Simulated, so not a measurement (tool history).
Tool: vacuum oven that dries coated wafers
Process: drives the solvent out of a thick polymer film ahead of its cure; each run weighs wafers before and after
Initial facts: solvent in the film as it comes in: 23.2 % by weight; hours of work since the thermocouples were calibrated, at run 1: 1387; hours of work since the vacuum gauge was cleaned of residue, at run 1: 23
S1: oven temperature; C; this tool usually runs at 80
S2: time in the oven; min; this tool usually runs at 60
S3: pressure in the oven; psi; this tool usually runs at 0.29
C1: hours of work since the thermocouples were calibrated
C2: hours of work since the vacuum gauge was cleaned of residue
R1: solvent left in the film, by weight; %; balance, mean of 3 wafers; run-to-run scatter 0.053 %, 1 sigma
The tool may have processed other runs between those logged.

run	hour	S1	S2	S3	C1	C2	R1
1	0	80	60	0.29	1387	23	2
2	9.9	80	60	1.157	1393	29	5.4
3	24.2	80	60	1.157	1403	39	5.42
4	32.4	80	60	1.157	1408	44	5.55
5	39.8	80	60	0.409	1413	49	2.47
6	47.4	80	60	0.409	1418	54	2.45
7	59.9	70	60	0.29	1426	63	5.83
8	77.9	70	60	0.29	1438	75	5.81
9	88	80	60	0.29	1445	81	1.94
10	103.9	80	60	0.29	1456	92	2.13
11	112.7	80	60	0.392	1462	98	2.43
12	128.7	80	60	0.392	1472	108	2.49
13	141.7	80	60	0.29	1481	117	2.03
14	150.7	80	60	0.29	1487	123	2.04
15	162	80	84	0.29	1494	131	1.52
16	175.4	80	104	0.29	1503	140	1.31
17	188.7	80	60	0.29	1512	148	2.07
18	199.6	89	60	0.29	1519	156	1.04
19	214.3	80	60	0.29	1529	165	1.97
20	226.5	80	60	0.29	1537	174	1.97
21	242.6	80	60	0.29	1548	184	2.09
22	255.4	80	60	0.29	1556	193	2.03
23	266.9	80	60	0.416	1564	200	2.56
24	274.9	94	90	0.218	1569	206	0.48
25	285.3	94	90	0.218	1576	213	0.43
26	299.9	91	60	0.37	1586	222	0.99
27	312.3	91	60	0.37	1594	231	0.96
28	328.6	67	60	1.123	1605	241	12.02
29	344.6	75	60	1.123	1616	252	7.72
30	353.3	75	60	1.123	1622	258	7.3
31	365.2	77	53	0.293	1630	266	3.38
32	373.7	85	98	0.29	1635	271	1.06
33	382	72	39	0.205	1641	277	7.1
34	392.8	72	31	0.183	1648	284	8.69
35	408.6	72	31	0.183	1658	295	8.53
36	418.4	78	57	0.29	1665	301	2.82
37	435.6	78	57	0.29	1676	313	2.75
38	444.6	85	36	0.802	1682	319	3.98
39	458.2	65	56	0.705	1691	328	11.42
40	475.1	65	44	0.297	1703	339	10.62
41	489.2	74	58	0.789	1712	348	6.5
42	498.3	94	39	0.328	1718	354	0.88
# hour 507.6: oven's thermocouples calibrated
43	512.3	82	96	0.571	3	362	2.21
44	523.7	80	72	0.67	11	370	3.08
45	537.7	79	31	0.186	20	379	4.47
46	554.7	79	31	0.186	31	391	4.46

Some steps in R1, run to run, broken into two amounts with sign: the step expected even without the hidden condition (settings, incoming material, random variation), and the rest, left for the hidden condition together with whatever gauge scatter is not in both the measured and the hidden-condition-free result:
The hidden state here: true wafer temperature over the reading, C; true pressure over the reading, kPa; drift of the gauge itself on solvent_pct, %.
Run 27 -> 28: S1 91 -> 67, S3 0.37 -> 1.123. R1 +11.06 %: hidden state +0.74, all else +10.32.
Run 32 -> 33: S1 85 -> 72, S2 98 -> 39, S3 0.29 -> 0.205. R1 +6.04 %: hidden state +0.65, all else +5.39.
Run 38 -> 39: S1 85 -> 65, S2 36 -> 56, S3 0.802 -> 0.705. R1 +7.44 %: hidden state +0.43, all else +7.01.
Run 41 -> 42: S1 74 -> 94, S2 58 -> 39, S3 0.789 -> 0.328. R1 -5.62 %: hidden state -0.58, all else -5.04.
